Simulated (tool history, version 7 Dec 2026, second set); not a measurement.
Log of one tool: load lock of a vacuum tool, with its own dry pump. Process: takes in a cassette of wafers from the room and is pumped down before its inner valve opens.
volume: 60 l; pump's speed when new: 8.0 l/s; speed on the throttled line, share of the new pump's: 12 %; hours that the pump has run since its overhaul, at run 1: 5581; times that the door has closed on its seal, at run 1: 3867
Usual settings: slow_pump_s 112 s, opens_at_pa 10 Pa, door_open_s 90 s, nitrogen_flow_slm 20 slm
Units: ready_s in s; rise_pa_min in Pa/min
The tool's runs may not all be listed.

run	hour	slow_pump_s	opens_at_pa	door_open_s	nitrogen_flow_slm	hours that the pump has run since its overhaul	times that the door has closed on its seal	incoming humidity of the room's air, %	ready_s	rise_pa_min
1	0	112	10	90	20	5581	3867	43.2	174.7	0.062
2	52.4	112	10	90	20	5634	4044	43.8	175.7	0.067
3	100.8	112	10	90	20	5682	4209	46.8	173.9	0.069
4	189.5	112	10	39	20	5771	4509	47.1	173.9	0.046
5	264.6	112	10	39	20	5846	4764	43.8	175.6	0.041
6	359.1	112	10	39	20	5940	5084	45.7	175.6	0.046
7	451.5	112	20	90	20	6033	5397	43	170.3	0.067
8	509.5	112	20	90	12	6091	5594	45.5	169.3	0.087
9	575.5	112	16	90	20	6157	5818	44.1	170.2	0.066
10	664	112	10	90	20	6245	6118	44.5	174.3	0.079
11	714.4	120	10	76	13	6296	6289	43.8	183.6	0.073
12	761.1	120	10	76	13	6342	6447	46.8	182.1	0.073
13	857.4	120	10	76	13	6439	6773	45.3	183.8	0.081
14	933.8	120	10	76	13	6515	7032	46.2	183.8	0.077
15	1005.5	120	10	76	13	6587	7275	45.8	180.9	0.085
16	1074.8	120	10	76	13	6656	7510	45.7	182.9	0.095
17	1153.4	119	10	72	7	6735	7777	44.9	182.4	0.092
18	1219.6	68	13	150	24	6801	8001	47.5	137.1	0.111
19	1265.8	92	13	150	36	6847	8158	44.9	156.9	0.092

Forecast each of these 5 alternatives for the next run:
A	1322	112	10	31	20	6903	8348	41.2	?	?
B	1322	112	16	90	20	6903	8348	42.4	?	?
C	1322	59	7	90	25	6903	8348	44.9	?	?
D	1322	72	13	35	5	6903	8348	46	?	?
E	1322	112	18	97	20	6903	8348	43.8	?	?

run	ready_s	rise_pa_min
A	177.3	0.057
B	171.2	0.087
C	134.2	0.086
D	138.1	0.074
E	172.4	0.091
Without the tool's hidden state the same runs would have given:
run	ready_s	rise_pa_min
A	169.4	0.017
B	164	0.047
C	125	0.047
D	129.9	0.035
E	165.3	0.052
